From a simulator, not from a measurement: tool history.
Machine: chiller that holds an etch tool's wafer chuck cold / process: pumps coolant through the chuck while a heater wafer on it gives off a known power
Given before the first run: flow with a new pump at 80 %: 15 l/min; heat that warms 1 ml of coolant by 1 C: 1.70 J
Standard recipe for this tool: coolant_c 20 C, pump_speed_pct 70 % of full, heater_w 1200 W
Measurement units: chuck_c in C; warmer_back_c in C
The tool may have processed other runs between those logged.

run     day  coolant_c  pump_speed_pct  heater_w  chuck_c  warmer_back_c
  1   0.000         20              70      1200     33.5           3.33
  2   1.333         20              70      1200     33.7           3.32
  3   2.250         20              70      1200     33.7           3.31
  4   3.246         20              70      1200     33.8           3.33
  5   4.946         20              70      1200     33.9           3.34
  6   6.025         20              70      1200     33.6           3.35
  7   6.783         13              70      1200     26.5           3.36
  8   7.712         16              63       631     24.1           1.95
  9   9.362         11              65       631     18.5           1.90
 10  10.621         23              68      1634     42.1           4.71
 11  11.871         14              70      1200     27.9           3.32
 12  12.842         14              70      1200     27.9           3.35

Hidden state or all else? Some run-to-run changes of chuck_c, split into what the settings, what came in and random variation would give without the hidden state, and what is left for the hidden state (with any gauge scatter that isn't in both results):
What the log doesn't record here: heat passed by the chuck's channels, % of clean ones'; flow at a given pump speed, % of a new pump's; coolant's true temperature over the reading, C; drift of the gauge itself on chuck_c, C; drift of the gauge itself on warmer_back_c, C.
Run 9 -> 10: coolant_c 11 -> 23, pump_speed_pct 65 -> 68, heater_w 631 -> 1634. chuck_c +23.6 C: hidden state +1.8, all else +21.8.
